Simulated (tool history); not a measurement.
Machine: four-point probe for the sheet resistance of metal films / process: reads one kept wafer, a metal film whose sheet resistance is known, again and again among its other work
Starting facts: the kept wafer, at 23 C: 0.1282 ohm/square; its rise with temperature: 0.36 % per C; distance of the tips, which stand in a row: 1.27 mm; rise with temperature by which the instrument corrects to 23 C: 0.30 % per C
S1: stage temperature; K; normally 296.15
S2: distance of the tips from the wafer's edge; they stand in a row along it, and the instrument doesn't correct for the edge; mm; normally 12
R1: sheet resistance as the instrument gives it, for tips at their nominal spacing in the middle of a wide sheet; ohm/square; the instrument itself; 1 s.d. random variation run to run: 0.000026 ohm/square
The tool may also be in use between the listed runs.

run	hour	S1	S2	R1
1	0	296.15	12	0.128978
2	16.8	302.15	12	0.129454
3	28.8	302.15	12	0.12939
4	50	302.15	12	0.129423
5	64.8	300.15	12	0.129337
6	73.9	300.15	12	0.129308
7	87.4	296.15	12	0.129001
8	102.5	296.15	12	0.128987
9	115.4	298.15	12	0.129163
10	124.1	298.15	12	0.129158
11	137.4	301.15	12	0.129346
12	156	301.15	12	0.129341
13	168.7	293.15	12	0.12872
14	181.1	296.15	3	0.139361
15	191.8	296.15	14	0.128777
16	201	296.15	14	0.128747
17	219.7	296.15	14	0.128763
18	237.5	296.15	14	0.128818
19	251.3	300.15	3	0.139691
20	271.2	300.15	3	0.139741
21	290.7	300.15	4	0.135152
22	310.8	303.15	11	0.129628
23	329.5	303.15	11	0.129663
24	342.2	293.15	7	0.130197
25	361.5	293.15	26	0.128105
26	370	306.15	25	0.129101
27	385.2	293.15	48	0.128059
28	401.6	293.15	33	0.128113

Consider 4 possible next runs. They are alternatives, not a sequence: every one starts from the tool as it was left by run 28. What does each give?
A	415.8	302.15	4	?
B	415.8	293.15	11	?
C	415.8	300.15	4	?
D	415.8	304.15	45	?

run	R1
A	0.135252
B	0.1289
C	0.135098
D	0.12888
Without the tool's hidden state the same runs would have given:
run	R1
A	0.135245
B	0.128893
C	0.135091
D	0.128873
